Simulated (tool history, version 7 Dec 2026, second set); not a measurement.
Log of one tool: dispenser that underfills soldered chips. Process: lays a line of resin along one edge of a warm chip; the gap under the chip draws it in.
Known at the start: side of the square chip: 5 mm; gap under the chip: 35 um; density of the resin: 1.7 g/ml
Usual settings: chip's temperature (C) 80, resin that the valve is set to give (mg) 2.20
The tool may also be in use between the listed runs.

run    day  chip's temperature (C)  resin that the valve is set to give (mg)  time until the resin shows at the far edge (s)  resin that the valve gave (mg)
  1  0.000                      80                                      2.20                                            29.1                            2.19
  2  0.192                      80                                      2.20                                            33.6                            2.17
  3  0.321                      80                                      2.84                                            35.1                            2.81
  4  0.479                      89                                      2.20                                            29.7                            2.16
     0.512  -- new syringe of resin
  5  0.679                      80                                      2.20                                            32.1                            2.17
  6  0.808                      69                                      2.20                                            54.4                            2.17
     1.017  -- new syringe of resin
  7  1.038                      69                                      2.20                                            44.1                            2.17
  8  1.229                      69                                      2.20                                            53.0                            2.17
  9  1.471                      80                                      2.20                                            41.5                            2.16
     1.525  -- new syringe of resin
 10  1.679                      80                                      2.33                                            32.0                            2.29
 11  1.921                      80                                      2.33                                            38.9                            2.27
     2.033  -- new syringe of resin
 12  2.054                      80                                      2.33                                            29.1                            2.27
 13  2.312                      80                                      2.33                                            36.6                            2.29
 14  2.467                      79                                      2.80                                            40.4                            2.72
     2.554  -- new syringe of resin
 15  2.617                      89                                      2.75                                            22.0                            2.68
 16  2.829                      84                                      1.92                                            32.7                            1.88
 17  2.962                      84                                      1.92                                            36.2                            1.85

3 ways to go on from here, each from the tool as it stands after run 17. What would each give?
     3.054  -- new syringe of resin
  A  3.221                      72                                      2.82                                               ?                               ?
     3.054  -- new syringe of resin
  B  3.221                      92                                      2.69                                               ?                               ?
     3.054  -- new syringe of resin
  C  3.221                      68                                      1.91                                               ?                               ?

run  time until the resin shows at the far edge (s)  resin that the valve gave (mg)
  A                                            43.3                            2.72
  B                                            21.1                            2.60
  C                                            53.6                            1.87
Without the tool's hidden state the same runs would have given:
run  time until the resin shows at the far edge (s)  resin that the valve gave (mg)
  A                                            38.4                            2.80
  B                                            18.7                            2.68
  C                                            47.1                            1.92
